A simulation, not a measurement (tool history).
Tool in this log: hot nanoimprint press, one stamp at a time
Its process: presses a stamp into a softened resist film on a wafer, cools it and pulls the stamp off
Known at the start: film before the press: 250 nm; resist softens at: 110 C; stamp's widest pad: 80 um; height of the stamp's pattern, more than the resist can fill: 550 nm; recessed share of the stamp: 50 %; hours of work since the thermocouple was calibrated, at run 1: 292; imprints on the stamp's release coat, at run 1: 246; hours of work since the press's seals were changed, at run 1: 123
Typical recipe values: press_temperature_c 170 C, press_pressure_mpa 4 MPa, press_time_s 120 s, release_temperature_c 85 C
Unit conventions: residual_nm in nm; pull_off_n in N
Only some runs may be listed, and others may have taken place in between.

run,hour,press_temperature_c,press_pressure_mpa,press_time_s,release_temperature_c,hours of work since the thermocouple was calibrated,imprints on the stamp's release coat,hours of work since the press's seals were changed,residual_nm,pull_off_n
1,0,170,4,120,85,292,246,123,110,186
# hour 5.7: plate thermocouple calibrated
2,8.2,170,4.37,120,85,1,262,125,113.8,184
3,13.3,170,4,120,85,4,277,127,116.8,189
4,22.1,170,4,120,85,8,304,132,116.2,195
5,31,170,4,120,85,12,332,136,115.7,197
6,39.3,170,4,120,85,16,358,140,117.6,199
7,45.4,170,4,120,85,19,376,143,115.6,191
8,53,170,4,120,85,23,400,146,116.1,195
9,58,170,4,120,85,25,415,149,115.2,191
10,67.1,170,4,120,85,29,443,153,116.7,195
11,72.1,170,4,120,85,32,458,155,116.5,196
12,79.9,170,4,120,85,35,483,159,115.2,196
13,90.7,170,4,120,85,40,516,164,115.8,200
# hour 97.2: stamp cleaned and given a new release coat
14,106.5,164,2.81,167,88,45,29,169,166.4,181
15,114.5,159,4,84,85,49,53,173,212,185
16,123.8,171,3.22,84,91,53,82,177,135.9,177
17,129,171,3.22,84,91,56,98,180,135.5,174
18,136.6,171,3.22,84,91,59,121,183,136.4,176
19,146.2,170,4,120,93,64,151,188,115.6,173
20,151.7,170,4,120,93,67,168,190,115.1,171
21,158.5,170,4,120,86,70,189,194,116.9,188
22,168.5,162,6.2,120,85,75,220,198,153.1,188
23,176.6,162,6.2,120,85,79,244,202,155.2,189

Describe how what the log doesn't record of the tool's condition differs between the last listed run preceding each entry between runs and the first listed run following it.
Between runs 1 and 2: plate thermocouple calibrated (hour 5.7)
  true temperature over the reading, C: 0.97 -> 0.14; pressure that arrives at the usual setting, %: 99.38 -> 99.37; grip of the stamp's worn release coat, % over a new coat's: 4.1 -> 4.4
  measured less the result without the state, residual_nm: -6.3 -> -0.7 nm; pull_off_n: +5 -> +7 N
Between runs 13 and 14: stamp cleaned and given a new release coat (hour 97.2)
  true temperature over the reading, C: 0.28 -> 0.3; pressure that arrives at the usual setting, %: 99.16 -> 99.13; grip of the stamp's worn release coat, % over a new coat's: 8.8 -> 0.5
  measured less the result without the state, residual_nm: -1.6 -> -2.1 nm; pull_off_n: +16 -> +1 N
